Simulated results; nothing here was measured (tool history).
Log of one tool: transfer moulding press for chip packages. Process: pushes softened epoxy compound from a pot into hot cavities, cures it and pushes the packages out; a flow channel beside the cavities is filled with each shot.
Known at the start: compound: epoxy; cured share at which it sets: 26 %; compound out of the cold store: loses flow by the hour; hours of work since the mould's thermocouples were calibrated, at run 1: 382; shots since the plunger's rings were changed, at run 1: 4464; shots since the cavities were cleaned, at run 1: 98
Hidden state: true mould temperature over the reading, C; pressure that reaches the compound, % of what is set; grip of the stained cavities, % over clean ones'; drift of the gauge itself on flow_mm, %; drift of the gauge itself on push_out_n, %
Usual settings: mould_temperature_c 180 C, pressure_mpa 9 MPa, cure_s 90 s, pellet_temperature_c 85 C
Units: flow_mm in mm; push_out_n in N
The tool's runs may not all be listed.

run	hour	mould_temperature_c	pressure_mpa	cure_s	pellet_temperature_c	hours of work since the mould's thermocouples were calibrated	shots since the plunger's rings were changed	shots since the cavities were cleaned	incoming compound's hours out of the cold store	flow_mm	push_out_n
1	0	180	9	90	85	382	4464	98	40.2	701	331
2	13.8	180	9	90	85	390	4621	255	38.6	704	357
3	29.1	180	9	90	85	399	4796	430	45	675	394
# hour 48.5: cavities cleaned with cleaning compound and waxed
4	55.9	180	9	90	85	414	5084	85	20.1	797	334
5	77.1	180	9	90	85	426	5326	327	27	760	387
6	99.1	180	9	90	85	439	5576	577	34.2	725	418
# hour 105.1: cavities cleaned with cleaning compound and waxed
7	117.3	180	9	90	85	448	5767	140	11.5	840	379
8	142.1	186	9	90	85	463	6048	421	24.6	757	311
9	153.4	186	9	90	85	469	6177	550	43.5	662	307
# hour 162: cavities cleaned with cleaning compound and waxed
10	167.2	186	7.46	90	85	476	6317	59	23.8	690	249
# hour 172.4: plunger's sealing rings changed
11	183.8	186	7.46	90	85	485	130	220	19.4	763	278
12	194.7	180	9	94	85	491	254	344	13.6	876	379
13	207.5	180	9	90	85	498	400	490	9.4	911	458
# hour 221.7: cavities cleaned with cleaning compound and waxed
14	228.5	180	9	90	85	510	622	77	21.8	834	349
15	249	180	8.5	117	85	521	856	311	39.8	709	266
16	266.7	180	8.5	117	90	532	1058	513	18.4	827	282
# hour 278.7: cavities cleaned with cleaning compound and waxed
17	284.3	180	8.5	117	90	541	1241	64	17.1	820	230
18	301.1	180	8.5	117	90	551	1433	256	43.6	690	261
19	315.9	180	8.33	87	85	559	1601	424	12.7	850	473
20	331.8	180	8.33	87	85	569	1782	605	36.4	718	461
# hour 336.1: cavities cleaned with cleaning compound and waxed
21	358.8	181	10.47	129	94	583	2073	259	13.2	935	246
22	379.5	180	9	90	77	595	2309	495	43.1	699	409
# hour 393.6: cavities cleaned with cleaning compound and waxed
23	403.1	180	9.54	90	85	608	2560	108	31.5	784	346
24	428.1	180	9.54	90	85	623	2845	393	10.1	911	437
25	442	180	8.45	88	92	631	3003	551	29.5	745	452
# hour 451.5: cavities cleaned with cleaning compound and waxed
26	458.9	180	9	123	84	640	3179	84	19.4	821	234
27	480.8	180	9	90	77	652	3429	334	9.3	882	469
28	504.3	180	7.78	78	82	666	3696	601	22.4	748	667

Forecast each of these 3 alternatives for the next run:
# hour 509.1: cavities cleaned with cleaning compound and waxed
A	519.3	187	9.36	90	85	674	3851	116	40.4	?	?
# hour 509.1: cavities cleaned with cleaning compound and waxed
B	519.3	177	7.78	119	87	674	3851	116	38.2	?	?
# hour 509.1: cavities cleaned with cleaning compound and waxed
C	519.3	180	7.78	78	95	674	3851	116	8.1	?	?

run	flow_mm	push_out_n
A	712	251
B	673	251
C	829	536
Without the tool's hidden state the same runs would have given:
run	flow_mm	push_out_n
A	739	219
B	699	216
C	860	438

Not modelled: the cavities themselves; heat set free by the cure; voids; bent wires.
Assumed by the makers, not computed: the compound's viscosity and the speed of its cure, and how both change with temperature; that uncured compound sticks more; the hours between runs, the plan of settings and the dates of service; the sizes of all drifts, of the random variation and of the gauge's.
